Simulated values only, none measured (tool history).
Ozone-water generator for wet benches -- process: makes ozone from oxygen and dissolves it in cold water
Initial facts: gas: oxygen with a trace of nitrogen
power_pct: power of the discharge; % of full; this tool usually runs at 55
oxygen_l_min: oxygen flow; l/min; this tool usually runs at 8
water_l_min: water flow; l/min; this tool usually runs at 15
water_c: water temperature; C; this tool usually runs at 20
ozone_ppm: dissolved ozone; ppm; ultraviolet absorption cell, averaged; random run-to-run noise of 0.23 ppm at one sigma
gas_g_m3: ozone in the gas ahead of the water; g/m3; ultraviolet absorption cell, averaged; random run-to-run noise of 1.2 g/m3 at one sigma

| run | hour | power_pct | oxygen_l_min | water_l_min | water_c | ozone_ppm | gas_g_m3 |
|---|---|---|---|---|---|---|---|
| 1 | 0 | 55 | 8 | 15 | 20 | 30.2 | 214.9 |
| 2 | 50.8 | 55 | 8 | 15 | 20 | 30.1 | 214.4 |
| 3 | 109 | 55 | 8 | 15 | 20 | 30.3 | 215.8 |
| 4 | 158.3 | 55 | 8 | 15 | 20 | 29.7 | 215.7 |
| 5 | 209 | 55 | 8 | 15 | 20 | 29.8 | 213.8 |
| 6 | 289.3 | 98 | 8 | 15 | 20 | 44.8 | 322.2 |
| 7 | 330.7 | 98 | 8 | 15 | 20 | 44.9 | 320.3 |
| 8 | 374.3 | 98 | 8 | 15 | 20 | 44.4 | 320.1 |
| 9 | 433.2 | 94 | 8 | 15 | 20 | 43 | 311.2 |
| 10 | 490.4 | 94 | 8 | 15 | 20 | 43.2 | 312.6 |
| 11 | 576 | 94 | 8 | 15 | 20 | 42.7 | 309.5 |
| 12 | 645.6 | 94 | 8 | 15 | 27 | 37.1 | 309.7 |
| 13 | 681.9 | 55 | 10.23 | 15 | 20 | 28.5 | 189.2 |
| 14 | 726 | 55 | 8 | 15 | 20 | 29.9 | 213.3 |
| 15 | 782.4 | 55 | 8 | 15 | 20 | 29.6 | 211.1 |
| 16 | 844.6 | 55 | 8 | 15 | 20 | 29.2 | 211.6 |
| 17 | 921.6 | 55 | 8 | 15 | 20 | 29.1 | 210 |
|  | 968.5 | water thermometer calibrated |
| 18 | 993.6 | 44 | 8 | 20 | 20 | 20.6 | 182.1 |
| 19 | 1031 | 44 | 8 | 20 | 20 | 20.7 | 182.6 |
| 20 | 1069.3 | 44 | 8 | 20 | 20 | 20.8 | 181 |
|  | 1107.8 | contactor cleaned |
| 21 | 1147.5 | 55 | 5.21 | 15 | 24 | 30.3 | 258.6 |
| 22 | 1226.7 | 55 | 8 | 10 | 20 | 38.4 | 208.6 |
| 23 | 1310.1 | 100 | 4.39 | 15 | 18 | 49.6 | 413.6 |
| 24 | 1373.6 | 97 | 8.99 | 14 | 20 | 47.1 | 289.6 |
| 25 | 1456.9 | 97 | 8.99 | 14 | 20 | 47.2 | 290.8 |
| 26 | 1513.4 | 55 | 10.49 | 15 | 14 | 33.7 | 183.5 |
| 27 | 1589.9 | 75 | 11.53 | 15 | 14 | 41.6 | 218.1 |
| 28 | 1672.6 | 55 | 14.05 | 10 | 20 | 33.5 | 159.1 |
| 29 | 1717 | 55 | 6.21 | 10 | 21 | 39.2 | 232.9 |
| 30 | 1799.8 | 62 | 4.07 | 10 | 21 | 44.1 | 307.9 |
| 31 | 1850.7 | 62 | 4.07 | 10 | 21 | 44.4 | 311.5 |
| 32 | 1928.9 | 55 | 12.9 | 15 | 20 | 28.8 | 164.5 |
| 33 | 2009.6 | 55 | 5.31 | 16 | 17 | 31.4 | 250.6 |
| 34 | 2050.2 | 45 | 5.7 | 18 | 20 | 24.1 | 209.8 |

Results for each run, recomputed without the tool's hidden state and with each run's random variation untouched:
Hidden state present: yield of the discharge, % of new electrodes'; contactor's efficiency, % of a clean one's; true water temperature over the reading, C; drift of the gauge itself on ozone_ppm, %; drift of the gauge itself on gas_g_m3, %.
| run | ozone_ppm | gas_g_m3 |
|---|---|---|
| 1 | 33.8 | 223.8 |
| 2 | 33.7 | 223.5 |
| 3 | 34 | 225.3 |
| 4 | 33.4 | 225.4 |
| 5 | 33.6 | 223.8 |
| 6 | 51.8 | 345.9 |
| 7 | 52.1 | 344.3 |
| 8 | 51.5 | 344.6 |
| 9 | 50 | 335.2 |
| 10 | 50.4 | 337.3 |
| 11 | 50 | 334.8 |
| 12 | 43.5 | 335.7 |
| 13 | 32.7 | 200.1 |
| 14 | 34.3 | 225.8 |
| 15 | 34.1 | 223.8 |
| 16 | 33.6 | 224.6 |
| 17 | 33.6 | 223.3 |
| 18 | 23.6 | 191.6 |
| 19 | 23.9 | 192.3 |
| 20 | 23.9 | 190.8 |
| 21 | 32.4 | 276.6 |
| 22 | 41.2 | 223.5 |
| 23 | 55.4 | 460.4 |
| 24 | 52.7 | 322.6 |
| 25 | 53.1 | 324.7 |
| 26 | 36.6 | 197.9 |
| 27 | 46.3 | 240.6 |
| 28 | 36.5 | 172.3 |
| 29 | 42.8 | 252.5 |
| 30 | 48.7 | 337.3 |
| 31 | 49.1 | 341.8 |
| 32 | 31.7 | 179.2 |
| 33 | 34.7 | 273.6 |
| 34 | 26.3 | 225.9 |
